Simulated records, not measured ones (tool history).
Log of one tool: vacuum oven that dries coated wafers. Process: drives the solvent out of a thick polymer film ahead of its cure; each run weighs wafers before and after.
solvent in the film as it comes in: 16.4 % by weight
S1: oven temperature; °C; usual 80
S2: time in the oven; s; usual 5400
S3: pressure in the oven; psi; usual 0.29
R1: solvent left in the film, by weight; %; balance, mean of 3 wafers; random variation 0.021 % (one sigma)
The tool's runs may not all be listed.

run   hour  S1    S2     S3    R1
  1      0  80  5400   0.29  2.39
  2     20  80  5400   0.29  2.38
  3   32.8  80  5400  0.264  2.33
  4   49.8  80  5400   0.29  2.37
  5   76.8  80  5400   0.29  2.38
  6   89.8  80  5400   0.29  2.38
  7  112.7  80  4620   0.29  2.93
  8  127.2  80  5400  0.872  3.71
  9  145.3  80  5400  0.872  3.64
 10  166.3  80  5400  0.409   2.6
 11  181.2  80  5400  0.409  2.63
 12  205.4  80  5040   0.29  2.61
 13  219.1  80  5400   0.29  2.33
 14  241.1  80  5400  0.483  2.78
 15  253.2  80  5400  0.483  2.81
 16    274  80  4440   0.29  3.05
 17  290.9  80  4440   0.29  3.04
 18  310.5  79  5400   0.29  2.57
 19  329.1  90  5400   0.29  0.73
 20  354.5  90  5400   0.29  0.75
 21  378.9  90  5400   0.29  0.74
 22  394.2  90  5400   0.29  0.75
     409.3  -- oven's thermocouples calibrated
 23  421.2  90  5400   0.29  0.95
 24  440.5  73  5400   0.29  5.15
 25  466.4  80  6600   0.22  1.97
 26  477.6  80  5400   0.29  2.78
 27  494.8  80  5400   0.29  2.82
 28  512.1  80  5400   0.29  2.78
 29  533.2  80  5400   0.29  2.79
 30  546.1  72  5580  0.592  6.15
 31  564.4  72  5580  0.592  6.13
 32  580.8  79  6660  0.415  2.58
 33  603.9  77  6360  0.415  3.38
 34  615.9  74  3000  0.368  7.46
 35  640.9  80  3120  0.557  5.56
 36  656.4  80  3120  0.557  5.58
 37  668.5  69  3840  0.267  7.88
 38  685.6  89  5820  1.156  2.52
 39    704  89  5820  1.156  2.52
 40  718.7  89  5820  1.156  2.53
 41  745.4  80  5400  0.155  2.39
 42  763.6  85  5880  0.402  1.62
 43  777.9  80  3120   0.29  5.05
 44  794.2  74  3420  0.399  6.93
 45    806  82  6420  0.265  1.71
 46  819.1  69  5160  0.242   6.6
 47  841.1  69  5160  0.242  6.53

4 ways to go on from here, each from the tool as it stands after run 47. What would each give?
  A  856.4  81  4860   0.19   ?
  B  856.4  77  4260  0.483   ?
  C  856.4  86  7500  0.318   ?
  D  856.4  72  3300  0.242   ?

run    R1
  A  2.59
  B   5.1
  C  1.01
  D  7.45
Without the tool's hidden state the same runs would have given:
run    R1
  A  2.72
  B   5.3
  C  0.98
  D  7.63
